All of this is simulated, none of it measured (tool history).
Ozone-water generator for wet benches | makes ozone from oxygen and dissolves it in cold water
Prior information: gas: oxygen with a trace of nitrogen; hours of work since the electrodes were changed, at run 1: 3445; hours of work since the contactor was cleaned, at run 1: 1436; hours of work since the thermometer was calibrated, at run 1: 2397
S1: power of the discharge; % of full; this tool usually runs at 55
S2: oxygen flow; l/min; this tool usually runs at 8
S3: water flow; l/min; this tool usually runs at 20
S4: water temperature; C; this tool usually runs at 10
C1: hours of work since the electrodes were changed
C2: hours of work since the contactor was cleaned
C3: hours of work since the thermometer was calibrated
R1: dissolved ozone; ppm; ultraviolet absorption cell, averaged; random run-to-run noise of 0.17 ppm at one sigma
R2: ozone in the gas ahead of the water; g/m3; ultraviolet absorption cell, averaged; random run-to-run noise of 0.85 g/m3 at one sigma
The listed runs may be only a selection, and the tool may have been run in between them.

run 1 day=0 | S1=55 S2=8 S3=20 S4=10 | C1=3445 C2=1436 C3=2397 | R1=21 R2=124.2
run 2 day=3.704 | S1=55 S2=8 S3=20 S4=10 | C1=3526 C2=1516 C3=2478 | R1=20.7 R2=123.4
run 3 day=9.875 | S1=55 S2=8 S3=20 S4=10 | C1=3660 C2=1651 C3=2612 | R1=20.9 R2=122.3
run 4 day=17.104 | S1=55 S2=8 S3=20 S4=10 | C1=3818 C2=1808 C3=2770 | R1=20.6 R2=121.5
-- day=23.042 contactor cleaned
run 5 day=23.904 | S1=55 S2=8 S3=20 S4=10 | C1=3962 C2=19 C3=2914 | R1=20.8 R2=122
run 6 day=29.767 | S1=55 S2=8 S3=20 S4=10 | C1=4090 C2=146 C3=3042 | R1=20.9 R2=119.4
run 7 day=38.029 | S1=55 S2=8 S3=20 S4=10 | C1=4269 C2=326 C3=3222 | R1=20.6 R2=120.5
run 8 day=44.45 | S1=55 S2=8 S3=20 S4=10 | C1=4409 C2=466 C3=3361 | R1=20.5 R2=118.5
-- day=47.596 water thermometer calibrated
run 9 day=48.367 | S1=55 S2=8 S3=20 S4=10 | C1=4494 C2=551 C3=17 | R1=20.5 R2=119.6
run 10 day=55.825 | S1=55 S2=8 S3=20 S4=10 | C1=4656 C2=713 C3=179 | R1=20.3 R2=118.1
run 11 day=60.775 | S1=55 S2=8 S3=20 S4=10 | C1=4764 C2=821 C3=287 | R1=20.3 R2=117.1
run 12 day=68.633 | S1=55 S2=8 S3=20 S4=10 | C1=4935 C2=992 C3=458 | R1=20.1 R2=116.7
run 13 day=74 | S1=55 S2=8 S3=20 S4=10 | C1=5052 C2=1109 C3=575 | R1=20.1 R2=115.7
run 14 day=79.608 | S1=55 S2=8 S3=20 S4=10 | C1=5174 C2=1231 C3=697 | R1=19.7 R2=116.2
run 15 day=86.612 | S1=55 S2=8 S3=20 S4=10 | C1=5327 C2=1383 C3=849 | R1=19.4 R2=114.7
run 16 day=95.012 | S1=55 S2=8 S3=15 S4=10 | C1=5509 C2=1566 C3=1032 | R1=23 R2=114.5
run 17 day=99.079 | S1=44 S2=11.5 S3=15 S4=10 | C1=5598 C2=1655 C3=1121 | R1=18.3 R2=78.9
run 18 day=104.971 | S1=49 S2=8 S3=21 S4=10 | C1=5726 C2=1783 C3=1249 | R1=17.3 R2=105.8
-- day=110.742 electrodes of the discharge changed
run 19 day=111.012 | S1=49 S2=8 S3=21 S4=10 | C1=6 C2=1909 C3=1375 | R1=20.7 R2=123.8
-- day=111.9 contactor cleaned
run 20 day=116.104 | S1=49 S2=8 S3=27 S4=10 | C1=113 C2=91 C3=1482 | R1=17.3 R2=126.7
run 21 day=121.525 | S1=49 S2=8 S3=27 S4=10 | C1=231 C2=210 C3=1600 | R1=17.3 R2=125.7
run 22 day=128.429 | S1=49 S2=8 S3=13 S4=10 | C1=381 C2=360 C3=1751 | R1=27.8 R2=125.6
run 23 day=133.433 | S1=54 S2=8 S3=13 S4=10 | C1=490 C2=469 C3=1860 | R1=29.3 R2=134.5
run 24 day=141.246 | S1=54 S2=8 S3=13 S4=10 | C1=660 C2=639 C3=2030 | R1=29.5 R2=133.7
run 25 day=149.575 | S1=69 S2=8 S3=14 S4=6 | C1=842 C2=820 C3=2211 | R1=35.7 R2=156.4
run 26 day=153.054 | S1=69 S2=8 S3=14 S4=6 | C1=918 C2=896 C3=2287 | R1=35.6 R2=157.7
run 27 day=161.229 | S1=69 S2=8 S3=14 S4=6 | C1=1095 C2=1074 C3=2465 | R1=35.3 R2=154.3
run 28 day=164.654 | S1=69 S2=8 S3=14 S4=6 | C1=1170 C2=1148 C3=2539 | R1=35 R2=155.6
run 29 day=171.617 | S1=53 S2=9.83 S3=14 S4=16 | C1=1322 C2=1300 C3=2691 | R1=22.9 R2=111.9
run 30 day=177.671 | S1=53 S2=9.83 S3=14 S4=16 | C1=1453 C2=1432 C3=2823 | R1=22.4 R2=112.2
run 31 day=182.396 | S1=53 S2=9.83 S3=14 S4=16 | C1=1556 C2=1535 C3=2925 | R1=22.7 R2=111.2
run 32 day=186.65 | S1=56 S2=10.04 S3=25 S4=8 | C1=1649 C2=1627 C3=3018 | R1=18.7 R2=113.7

Same runs, no hidden state in the tool, same run-to-run variation:
Hidden conditions of the tool in this case: yield of the discharge, % of new electrodes'; contactor's efficiency, % of a clean one's; true water temperature over the reading, C; drift of the gauge itself on ozone_ppm, %; drift of the gauge itself on gas_g_m3, %.
run=1 R1=23.9 R2=138.1
run=2 R1=23.8 R2=137.5
run=3 R1=24.1 R2=136.9
run=4 R1=24 R2=136.9
run=5 R1=23.8 R2=138.1
run=6 R1=24 R2=135.9
run=7 R1=23.9 R2=137.9
run=8 R1=24 R2=136.3
run=9 R1=23.9 R2=137.8
run=10 R1=23.9 R2=137.2
run=11 R1=24 R2=136.5
run=12 R1=24 R2=136.9
run=13 R1=24.2 R2=136.5
run=14 R1=23.9 R2=137.5
run=15 R1=23.7 R2=136.9
run=16 R1=28.3 R2=137.2
run=17 R1=21.8 R2=91.8
run=18 R1=21.2 R2=125.7
run=19 R1=21.3 R2=123.7
run=20 R1=17.6 R2=126.9
run=21 R1=17.7 R2=126.3
run=22 R1=28.4 R2=126.7
run=23 R1=30.1 R2=136.3
run=24 R1=30.6 R2=136.1
run=25 R1=37.5 R2=161.1
run=26 R1=37.6 R2=162.8
run=27 R1=37.6 R2=160.5
run=28 R1=37.4 R2=162.2
run=29 R1=24.5 R2=116.2
run=30 R1=24.1 R2=116.9
run=31 R1=24.5 R2=116.3
run=32 R1=20.5 R2=119.6
